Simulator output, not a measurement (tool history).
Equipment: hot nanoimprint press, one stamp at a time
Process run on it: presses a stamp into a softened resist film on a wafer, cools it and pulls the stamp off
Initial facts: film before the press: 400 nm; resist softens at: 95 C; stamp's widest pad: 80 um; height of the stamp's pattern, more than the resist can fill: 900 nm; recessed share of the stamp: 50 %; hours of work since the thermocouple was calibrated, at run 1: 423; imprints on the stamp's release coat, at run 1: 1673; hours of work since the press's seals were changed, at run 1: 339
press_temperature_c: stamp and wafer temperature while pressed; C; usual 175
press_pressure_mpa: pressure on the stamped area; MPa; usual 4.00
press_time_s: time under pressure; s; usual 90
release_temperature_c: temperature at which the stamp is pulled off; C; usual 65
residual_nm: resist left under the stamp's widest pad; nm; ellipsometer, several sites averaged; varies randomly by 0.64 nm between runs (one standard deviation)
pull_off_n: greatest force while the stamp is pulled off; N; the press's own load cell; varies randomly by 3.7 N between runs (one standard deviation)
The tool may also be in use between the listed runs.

run,day,press_temperature_c,press_pressure_mpa,press_time_s,release_temperature_c,hours of work since the thermocouple was calibrated,imprints on the stamp's release coat,hours of work since the press's seals were changed,residual_nm,pull_off_n
1,0.000,175,4.00,90,65,423,1673,339,229.6,178
# day 1.112: stamp cleaned and given a new release coat
2,1.892,175,4.00,90,65,446,83,362,230.5,180
3,3.092,175,4.00,90,65,463,210,379,228.5,179
4,4.442,175,2.42,90,65,482,353,399,267.2,184
# day 5.675: plate thermocouple calibrated
5,6.421,175,2.42,90,68,11,551,425,267.5,170
6,8.517,175,2.42,90,68,40,773,455,267.7,162
7,10.275,175,3.77,90,65,66,960,480,233.3,178
8,12.062,175,4.00,90,65,91,1150,505,227.8,184
9,13.546,175,4.00,90,65,112,1308,526,228.3,175
10,14.862,175,4.00,90,65,131,1447,545,227.8,177
11,16.192,175,4.00,90,65,150,1589,564,227.9,177
12,17.550,175,4.00,90,65,169,1733,583,227.7,177
# day 18.025: stamp cleaned and given a new release coat
13,19.038,175,4.00,90,65,187,108,601,228.2,181
14,20.283,175,4.00,90,65,204,240,619,225.9,174
15,21.267,175,4.00,90,65,218,344,633,226.7,177
16,23.067,175,4.00,90,65,244,535,658,226.0,182
# day 23.575: gauge calibrated
17,24.517,175,4.00,90,67,265,689,679,229.0,171
18,25.638,175,5.92,108,65,281,809,695,186.6,183
19,27.725,175,5.92,132,65,310,1030,725,170.6,182
20,29.125,175,4.00,162,61,330,1179,745,185.5,191
21,30.254,175,4.00,162,61,346,1299,761,185.2,198
22,31.579,175,4.74,162,61,365,1440,780,171.8,201
23,32.600,167,4.00,90,65,380,1548,794,305.7,179
24,33.583,187,3.26,90,68,394,1653,808,144.5,173
25,34.533,163,4.00,90,65,407,1754,822,336.2,185
# day 34.938: stamp cleaned and given a new release coat
26,35.950,175,3.40,97,65,424,108,838,235.6,183
27,37.275,175,3.40,97,65,443,249,857,234.9,186
28,38.575,170,3.68,58,65,461,387,876,311.5,180
29,39.825,175,4.56,53,65,479,519,893,257.6,185
# day 41.242: plate thermocouple calibrated
30,41.512,175,2.87,49,70,4,685,916,294.7,161
31,43.212,175,4.00,123,64,28,866,940,203.2,176

Branching from run 31: 3 alternative next runs. What would each branch give?
A,44.342,175,3.16,123,64,44,986,956,?,?
B,44.342,172,4.00,123,63,44,986,956,?,?
C,44.342,175,3.38,90,66,44,986,956,?,?

run,residual_nm,pull_off_n
A,222.4,188
B,232.6,188
C,239.6,175
Without the tool's unlogged condition, the same runs would have read:
run,residual_nm,pull_off_n
A,225.1,187
B,235.4,187
C,242.5,174
